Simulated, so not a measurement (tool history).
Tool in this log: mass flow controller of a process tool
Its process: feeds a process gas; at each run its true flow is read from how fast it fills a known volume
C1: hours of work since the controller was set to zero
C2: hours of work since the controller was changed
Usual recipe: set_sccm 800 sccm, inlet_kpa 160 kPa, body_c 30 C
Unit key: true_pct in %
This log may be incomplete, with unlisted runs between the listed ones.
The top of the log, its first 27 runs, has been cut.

{"run": 28, "hour": 1635.9, "set_sccm": 570, "inlet_kpa": 151, "body_c": 30, "C1": 31, "C2": 1572, "true_pct": 99.48}
{"run": 29, "hour": 1691.5, "set_sccm": 570, "inlet_kpa": 151, "body_c": 30, "C1": 53, "C2": 1594, "true_pct": 99.55}
{"run": 30, "hour": 1761.6, "set_sccm": 800, "inlet_kpa": 160, "body_c": 34, "C1": 80, "C2": 1622, "true_pct": 99.96}
{"run": 31, "hour": 1844.2, "set_sccm": 166, "inlet_kpa": 236, "body_c": 27, "C1": 113, "C2": 1655, "true_pct": 98.59}
{"run": 32, "hour": 1903.3, "set_sccm": 166, "inlet_kpa": 236, "body_c": 27, "C1": 136, "C2": 1678, "true_pct": 98.69}
{"run": 33, "hour": 1975.5, "set_sccm": 127, "inlet_kpa": 267, "body_c": 26, "C1": 164, "C2": 1706, "true_pct": 98.5}
{"run": 34, "hour": 2040.4, "set_sccm": 403, "inlet_kpa": 189, "body_c": 25, "C1": 190, "C2": 1732, "true_pct": 98.92}
{"run": 35, "hour": 2112.3, "set_sccm": 403, "inlet_kpa": 189, "body_c": 25, "C1": 218, "C2": 1760, "true_pct": 98.85}
{"run": 36, "hour": 2174.0, "set_sccm": 131, "inlet_kpa": 160, "body_c": 30, "C1": 243, "C2": 1784, "true_pct": 98.99}
{"run": 37, "hour": 2223.6, "set_sccm": 384, "inlet_kpa": 160, "body_c": 39, "C1": 262, "C2": 1804, "true_pct": 99.84}
{"run": 38, "hour": 2258.4, "set_sccm": 796, "inlet_kpa": 228, "body_c": 24, "C1": 276, "C2": 1818, "true_pct": 99.04}
{"run": 39, "hour": 2317.4, "set_sccm": 796, "inlet_kpa": 228, "body_c": 24, "C1": 299, "C2": 1841, "true_pct": 99.11}
{"run": 40, "hour": 2374.1, "set_sccm": 270, "inlet_kpa": 228, "body_c": 29, "C1": 322, "C2": 1863, "true_pct": 98.81}
{"run": 41, "hour": 2416.1, "set_sccm": 270, "inlet_kpa": 228, "body_c": 29, "C1": 338, "C2": 1880, "true_pct": 98.69}
{"run": 42, "hour": 2452.0, "set_sccm": 800, "inlet_kpa": 160, "body_c": 37, "C1": 352, "C2": 1894, "true_pct": 100.16}
{"run": 43, "hour": 2535.8, "set_sccm": 188, "inlet_kpa": 160, "body_c": 38, "C1": 385, "C2": 1927, "true_pct": 99.69}
{"run": 44, "hour": 2616.4, "set_sccm": 121, "inlet_kpa": 160, "body_c": 30, "C1": 417, "C2": 1959, "true_pct": 99.14}
{"run": 45, "hour": 2686.0, "set_sccm": 121, "inlet_kpa": 160, "body_c": 30, "C1": 445, "C2": 1986, "true_pct": 99.0}
{"run": 46, "hour": 2722.1, "set_sccm": 962, "inlet_kpa": 160, "body_c": 37, "C1": 459, "C2": 2000, "true_pct": 100.28}

Predict each of these 3 candidate next runs independently; none follows another, all start after run 46:
{"run": "A", "hour": 2757.5, "set_sccm": 800, "inlet_kpa": 142, "body_c": 30, "C1": 473, "C2": 2014, "true_pct": "?"}
{"run": "B", "hour": 2757.5, "set_sccm": 371, "inlet_kpa": 160, "body_c": 37, "C1": 473, "C2": 2014, "true_pct": "?"}
{"run": "C", "hour": 2757.5, "set_sccm": 962, "inlet_kpa": 240, "body_c": 37, "C1": 473, "C2": 2014, "true_pct": "?"}

run=A true_pct=99.69
run=B true_pct=99.56
run=C true_pct=99.94
Take away the tool's hidden state, keep each run's random variation, and the runs would have read:
run=A true_pct=100.26
run=B true_pct=100.06
run=C true_pct=100.51

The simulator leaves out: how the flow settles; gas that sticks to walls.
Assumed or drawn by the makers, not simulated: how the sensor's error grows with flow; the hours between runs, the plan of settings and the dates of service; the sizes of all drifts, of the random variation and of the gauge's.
